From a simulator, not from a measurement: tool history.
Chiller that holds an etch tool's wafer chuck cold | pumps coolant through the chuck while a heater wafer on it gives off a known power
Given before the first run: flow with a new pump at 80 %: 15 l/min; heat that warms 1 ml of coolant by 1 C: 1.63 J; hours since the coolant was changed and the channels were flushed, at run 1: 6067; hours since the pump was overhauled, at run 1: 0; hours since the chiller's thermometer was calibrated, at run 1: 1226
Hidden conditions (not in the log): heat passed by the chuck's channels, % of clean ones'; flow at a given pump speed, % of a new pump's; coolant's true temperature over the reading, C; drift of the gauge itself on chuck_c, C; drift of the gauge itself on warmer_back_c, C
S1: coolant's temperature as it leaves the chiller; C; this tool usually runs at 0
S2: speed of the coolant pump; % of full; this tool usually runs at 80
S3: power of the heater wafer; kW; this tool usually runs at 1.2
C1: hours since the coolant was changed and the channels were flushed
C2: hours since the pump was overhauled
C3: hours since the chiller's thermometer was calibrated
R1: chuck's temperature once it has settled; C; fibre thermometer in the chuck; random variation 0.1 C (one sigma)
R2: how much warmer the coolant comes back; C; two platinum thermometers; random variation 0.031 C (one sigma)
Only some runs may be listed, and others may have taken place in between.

run    hour   S1  S2     S3    C1    C2    C3    R1    R2
  1       0    0  80    1.2  6067     0  1226   7.4  2.94
  2    73.5    0  80    1.2  6141    73  1299   7.6  2.99
  3     240    0  80    1.2  6307   240  1466   7.5  2.94
  4   378.6    0  80  0.618  6446   379  1604   3.9  1.54
  5   450.6    0  80  0.618  6518   451  1676   3.9  1.55
  6   558.9    0  80  0.618  6626   559  1785   3.7  1.55
  7     707    0  80  0.618  6774   707  1933   3.9  1.53
  8   824.8    0  80  0.618  6892   825  2050   3.9  1.61
  9   988.8    0  80    1.2  7056   989  2214   7.6  3.03
 10  1080.1    0  80    1.2  7147  1080  2306   7.6  2.99
 11    1187    0  80    1.2  7254  1187  2413   7.5     3
 12  1262.1    3  99    1.2  7329  1262  2488   9.7  2.39
 13  1344.8    3  99    1.2  7412  1345  2570   9.5   2.4
 14  1429.6  -10  99  0.759  7497  1430  2655  -5.8  1.55
 15  1507.8  -10  99   1.24  7575  1508  2733  -3.2  2.45
 16  1664.5    2  74  1.381  7732  1664  2890    11  3.82
 17  1769.8    8  96  1.596  7837  1770  2995  16.8  3.31

Measured less the same run without the tool's hidden state. The same run-to-run variation is in both; the gauge's scatter may not be:
run     R2
  1     +0
  2  +0.01
  3  +0.01
  4  +0.02
  5  +0.03
  6  +0.04
  7  +0.04
  8  +0.05
  9  +0.06
 10  +0.06
 11  +0.07
 12  +0.07
 13  +0.08
 14  +0.08
 15  +0.09
 16   +0.1
 17   +0.1
For R1, the value without the hidden state is never more than 0.1 C from the measured value.
